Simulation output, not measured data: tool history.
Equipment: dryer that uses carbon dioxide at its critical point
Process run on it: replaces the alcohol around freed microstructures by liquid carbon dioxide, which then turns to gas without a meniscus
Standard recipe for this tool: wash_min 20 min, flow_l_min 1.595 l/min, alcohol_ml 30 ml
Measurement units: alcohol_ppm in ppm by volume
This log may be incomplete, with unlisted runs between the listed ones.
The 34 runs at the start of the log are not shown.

run   hour  wash_min  flow_l_min  alcohol_ml  hours of work since the filter was changed  hours of work since the purifier's bed was changed  alcohol_ppm
 35  663.1        20       1.110         119                                          89                                                 865          423
 36  677.8        20       1.110         119                                          97                                                 874          434
 37  693.4        16       2.360          25                                         106                                                 882           62
 38  712.8        16       2.360          25                                         117                                                 893           53
 39  732.0        20       1.595          36                                         127                                                 904           82
 40  756.1        14       2.380         117                                         141                                                 917          119
 41  774.3        19       1.900          37                                         151                                                 927           72
 42  797.6        19       1.900          37                                         163                                                 940           69
 43  819.4        12       1.595          51                                         176                                                 952          452
 44  837.0        12       1.595          51                                         185                                                 962          459
 45  850.0        12       1.340          41                                         192                                                 969          627
 46  862.4        15       1.650          41                                         199                                                 976          183

3 ways to go on from here, each from the tool as it stands after run 46. What would each give?
  A  879.9        17       1.190          25                                         209                                                 985            ?
  B  879.9        15       2.660          41                                         209                                                 985            ?
  C  879.9        15       1.030          23                                         209                                                 985            ?

run  alcohol_ppm
  A          222
  B           67
  C          409
Without the tool's unlogged condition, the same runs would have read:
run  alcohol_ppm
  A           90
  B            7
  C          218

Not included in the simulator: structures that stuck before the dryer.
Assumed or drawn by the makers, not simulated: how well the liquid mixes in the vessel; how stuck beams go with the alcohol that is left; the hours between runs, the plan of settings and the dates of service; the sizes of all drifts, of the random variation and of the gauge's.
